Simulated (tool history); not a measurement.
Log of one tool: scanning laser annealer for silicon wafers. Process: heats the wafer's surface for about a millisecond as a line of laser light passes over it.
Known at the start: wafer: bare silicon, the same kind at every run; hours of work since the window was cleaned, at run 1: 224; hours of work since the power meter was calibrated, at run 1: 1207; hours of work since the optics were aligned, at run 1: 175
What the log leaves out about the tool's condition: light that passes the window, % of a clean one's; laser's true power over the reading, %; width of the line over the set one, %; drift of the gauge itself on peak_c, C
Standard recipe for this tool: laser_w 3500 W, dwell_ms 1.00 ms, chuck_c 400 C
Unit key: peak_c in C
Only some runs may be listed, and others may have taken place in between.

| run | hour | laser_w | dwell_ms | chuck_c | hours of work since the window was cleaned | hours of work since the power meter was calibrated | hours of work since the optics were aligned | peak_c |
|---|---|---|---|---|---|---|---|---|
| 1 | 0.0 | 3500 | 1.00 | 400 | 224 | 1207 | 175 | 1211 |
| 2 | 56.0 | 3500 | 1.00 | 400 | 255 | 1238 | 206 | 1213 |
| 3 | 140.7 | 3802 | 1.00 | 400 | 301 | 1284 | 252 | 1283 |
| 4 | 209.1 | 3027 | 1.00 | 400 | 338 | 1321 | 289 | 1105 |
| 5 | 299.2 | 3500 | 1.00 | 400 | 388 | 1370 | 338 | 1212 |
|  | 319.3 | window over the wafer cleaned |
| 6 | 353.0 | 3500 | 1.00 | 400 | 18 | 1399 | 367 | 1212 |
| 7 | 412.1 | 3500 | 1.00 | 402 | 51 | 1431 | 399 | 1213 |
| 8 | 470.7 | 3705 | 1.00 | 400 | 83 | 1463 | 431 | 1259 |
| 9 | 546.3 | 3705 | 1.00 | 400 | 124 | 1504 | 472 | 1261 |
| 10 | 634.9 | 3500 | 1.00 | 400 | 172 | 1552 | 521 | 1210 |
| 11 | 685.4 | 3500 | 1.00 | 400 | 200 | 1580 | 548 | 1212 |
| 12 | 757.1 | 3500 | 1.00 | 400 | 239 | 1619 | 587 | 1211 |
| 13 | 835.6 | 3500 | 1.00 | 400 | 282 | 1662 | 630 | 1212 |
| 14 | 923.9 | 3500 | 1.00 | 423 | 330 | 1710 | 678 | 1237 |
| 15 | 1013.0 | 3500 | 1.17 | 400 | 379 | 1759 | 727 | 1286 |
|  | 1046.6 | window over the wafer cleaned |
| 16 | 1061.7 | 3250 | 1.17 | 400 | 8 | 1784 | 752 | 1224 |
|  | 1074.4 | optics aligned, line set to its width |
| 17 | 1165.9 | 3250 | 1.17 | 400 | 62 | 1838 | 50 | 1223 |
| 18 | 1249.7 | 3250 | 1.17 | 400 | 108 | 1884 | 96 | 1223 |
| 19 | 1328.3 | 3250 | 1.17 | 400 | 151 | 1927 | 139 | 1222 |
| 20 | 1419.7 | 3250 | 1.17 | 400 | 201 | 1977 | 189 | 1224 |
| 21 | 1502.2 | 3250 | 1.17 | 400 | 246 | 2022 | 234 | 1224 |
| 22 | 1583.6 | 3500 | 1.10 | 397 | 290 | 2067 | 278 | 1251 |
| 23 | 1672.5 | 3001 | 1.24 | 437 | 339 | 2115 | 327 | 1224 |
| 24 | 1741.1 | 3001 | 1.24 | 437 | 376 | 2152 | 364 | 1223 |
|  | 1777.5 | window over the wafer cleaned |
| 25 | 1806.4 | 3272 | 1.08 | 400 | 16 | 2187 | 399 | 1194 |
| 26 | 1857.6 | 3504 | 1.19 | 400 | 44 | 2215 | 426 | 1297 |
| 27 | 1913.6 | 3469 | 1.02 | 424 | 74 | 2246 | 457 | 1238 |
| 28 | 2001.8 | 3469 | 1.02 | 424 | 122 | 2294 | 505 | 1236 |
| 29 | 2057.4 | 3500 | 1.11 | 400 | 153 | 2324 | 536 | 1259 |
| 30 | 2151.7 | 3476 | 0.77 | 365 | 204 | 2376 | 587 | 1061 |
| 31 | 2232.4 | 3476 | 0.77 | 365 | 248 | 2420 | 631 | 1063 |
| 32 | 2309.4 | 3476 | 0.77 | 365 | 290 | 2462 | 673 | 1063 |
| 33 | 2364.0 | 3476 | 0.77 | 365 | 320 | 2491 | 703 | 1062 |
|  | 2466.6 | optics aligned, line set to its width |
| 34 | 2466.6 | 3476 | 0.77 | 365 | 373 | 2545 | 0 | 1063 |
|  | 2510.0 | window over the wafer cleaned |
| 35 | 2557.3 | 3746 | 1.22 | 373 | 26 | 2593 | 48 | 1344 |
| 36 | 2597.4 | 3770 | 0.91 | 380 | 48 | 2615 | 70 | 1210 |
| 37 | 2646.6 | 3330 | 0.83 | 380 | 75 | 2642 | 97 | 1078 |
| 38 | 2709.7 | 3101 | 1.02 | 400 | 109 | 2676 | 132 | 1130 |
| 39 | 2791.2 | 3094 | 1.00 | 400 | 153 | 2721 | 176 | 1120 |
| 40 | 2873.8 | 3094 | 1.00 | 400 | 199 | 2766 | 221 | 1120 |

Alternative continuations, all from the tool just after run 40; predict every row:
| A | 2957.7 | 3094 | 1.00 | 421 | 244 | 2812 | 267 | ? |
| B | 2957.7 | 3500 | 0.93 | 400 | 244 | 2812 | 267 | ? |
| C | 2957.7 | 3215 | 1.01 | 400 | 244 | 2812 | 267 | ? |

| run | peak_c |
|---|---|
| A | 1140 |
| B | 1181 |
| C | 1153 |
Without the tool's unlogged condition, the same runs would have read:
| run | peak_c |
|---|---|
| A | 1140 |
| B | 1181 |
| C | 1153 |
